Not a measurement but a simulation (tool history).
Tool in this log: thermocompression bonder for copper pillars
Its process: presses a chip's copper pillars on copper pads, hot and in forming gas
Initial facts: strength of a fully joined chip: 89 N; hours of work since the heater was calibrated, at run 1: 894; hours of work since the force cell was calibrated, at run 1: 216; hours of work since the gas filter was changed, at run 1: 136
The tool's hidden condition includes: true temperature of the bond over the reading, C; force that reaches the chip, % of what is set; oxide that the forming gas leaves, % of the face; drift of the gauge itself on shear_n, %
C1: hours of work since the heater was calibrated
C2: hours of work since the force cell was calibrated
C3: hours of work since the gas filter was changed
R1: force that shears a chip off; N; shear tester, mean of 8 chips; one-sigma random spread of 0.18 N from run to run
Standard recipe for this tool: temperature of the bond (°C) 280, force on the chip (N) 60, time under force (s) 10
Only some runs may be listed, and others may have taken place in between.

{"run": 1, "hour": 0.0, "temperature of the bond (°C)": 280, "force on the chip (N)": 60, "time under force (s)": 10, "C1": 894, "C2": 216, "C3": 136, "R1": 51}
{"run": 2, "hour": 10.2, "temperature of the bond (°C)": 280, "force on the chip (N)": 60, "time under force (s)": 18, "C1": 898, "C2": 221, "C3": 141, "R1": 60.9}
{"run": 3, "hour": 22.2, "temperature of the bond (°C)": 280, "force on the chip (N)": 60, "time under force (s)": 9, "C1": 904, "C2": 226, "C3": 146, "R1": 49.5}
{"run": 4, "hour": 27.4, "temperature of the bond (°C)": 280, "force on the chip (N)": 60, "time under force (s)": 9, "C1": 906, "C2": 228, "C3": 148, "R1": 49.5}
{"run": 5, "hour": 38.4, "temperature of the bond (°C)": 280, "force on the chip (N)": 60, "time under force (s)": 10, "C1": 911, "C2": 233, "C3": 153, "R1": 51.3}
{"run": 6, "hour": 46.3, "temperature of the bond (°C)": 284, "force on the chip (N)": 60, "time under force (s)": 10, "C1": 914, "C2": 237, "C3": 157, "R1": 52.9}
{"run": 7, "hour": 57.1, "temperature of the bond (°C)": 284, "force on the chip (N)": 60, "time under force (s)": 10, "C1": 919, "C2": 241, "C3": 161, "R1": 53.1}
{"run": 8, "hour": 66.5, "temperature of the bond (°C)": 284, "force on the chip (N)": 60, "time under force (s)": 10, "C1": 923, "C2": 246, "C3": 166, "R1": 52.9}
{"run": 9, "hour": 76.7, "temperature of the bond (°C)": 273, "force on the chip (N)": 60, "time under force (s)": 10, "C1": 928, "C2": 250, "C3": 170, "R1": 47.6}
{"run": 10, "hour": 82.6, "temperature of the bond (°C)": 280, "force on the chip (N)": 44, "time under force (s)": 10, "C1": 930, "C2": 253, "C3": 173, "R1": 38.5}
{"run": 11, "hour": 93.7, "temperature of the bond (°C)": 280, "force on the chip (N)": 44, "time under force (s)": 10, "C1": 935, "C2": 258, "C3": 178, "R1": 38.4}
{"run": 12, "hour": 106.0, "temperature of the bond (°C)": 280, "force on the chip (N)": 40, "time under force (s)": 10, "C1": 941, "C2": 263, "C3": 183, "R1": 34.7}

Expected results for the next run?
{"run": 13, "hour": 116.7, "temperature of the bond (°C)": 280, "force on the chip (N)": 57, "time under force (s)": 16, "C1": 945, "C2": 268, "C3": 188, "R1": "?"}

For run 13 the tool returned R1 56.6 N.
If the tool had no hidden condition, the same run with the same run-to-run variation would have returned R1 56.5 N.
